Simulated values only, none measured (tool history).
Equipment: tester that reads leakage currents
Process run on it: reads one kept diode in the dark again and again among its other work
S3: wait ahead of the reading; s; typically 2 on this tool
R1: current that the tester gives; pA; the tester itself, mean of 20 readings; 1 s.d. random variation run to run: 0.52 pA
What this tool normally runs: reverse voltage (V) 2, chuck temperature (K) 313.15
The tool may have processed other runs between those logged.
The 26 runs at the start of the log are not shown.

{"run": 27, "day": 26.325, "reverse voltage (V)": 2.61, "chuck temperature (K)": 308.15, "S3": 5.86, "R1": 192.99}
{"run": 28, "day": 27.317, "reverse voltage (V)": 3.32, "chuck temperature (K)": 308.15, "S3": 0.32, "R1": 222.59}
{"run": 29, "day": 27.929, "reverse voltage (V)": 3.32, "chuck temperature (K)": 308.15, "S3": 0.32, "R1": 222.52}
{"run": 30, "day": 29.229, "reverse voltage (V)": 9, "chuck temperature (K)": 294.15, "S3": 1.4, "R1": 140.12}
{"run": 31, "day": 30.171, "reverse voltage (V)": 8.8, "chuck temperature (K)": 309.15, "S3": 2, "R1": 402.85}
{"run": 32, "day": 30.9, "reverse voltage (V)": 7.76, "chuck temperature (K)": 303.15, "S3": 7.34, "R1": 247.44}
{"run": 33, "day": 32.179, "reverse voltage (V)": 7.76, "chuck temperature (K)": 303.15, "S3": 7.34, "R1": 246.87}
{"run": 34, "day": 32.817, "reverse voltage (V)": 7.76, "chuck temperature (K)": 303.15, "S3": 7.34, "R1": 247.05}
{"run": 35, "day": 34.183, "reverse voltage (V)": 7.76, "chuck temperature (K)": 303.15, "S3": 7.34, "R1": 247.6}
{"run": 36, "day": 35.279, "reverse voltage (V)": 2, "chuck temperature (K)": 313.15, "S3": 0.87, "R1": 234.7}
{"run": 37, "day": 36.642, "reverse voltage (V)": 4.35, "chuck temperature (K)": 299.15, "S3": 0.61, "R1": 137.18}
{"run": 38, "day": 37.988, "reverse voltage (V)": 16.33, "chuck temperature (K)": 313.15, "S3": 9.79, "R1": 735.39}
{"run": 39, "day": 38.542, "reverse voltage (V)": 9.54, "chuck temperature (K)": 313.15, "S3": 1.16, "R1": 546.2}

Alternative continuations, all from the tool just after run 39; predict every row:
{"run": "A", "day": 39.158, "reverse voltage (V)": 1.95, "chuck temperature (K)": 313.15, "S3": 2, "R1": "?"}
{"run": "B", "day": 39.158, "reverse voltage (V)": 9.54, "chuck temperature (K)": 305.15, "S3": 1.16, "R1": "?"}
{"run": "C", "day": 39.158, "reverse voltage (V)": 9.54, "chuck temperature (K)": 309.15, "S3": 1.16, "R1": "?"}
{"run": "D", "day": 39.158, "reverse voltage (V)": 9.54, "chuck temperature (K)": 313.15, "S3": 6.77, "R1": "?"}

run=A R1=231.41
run=B R1=319.74
run=C R1=420.73
run=D R1=548.25
Without the tool's unlogged condition, the same runs would have read:
run=A R1=231.97
run=B R1=320.28
run=C R1=421.53
run=D R1=549.37
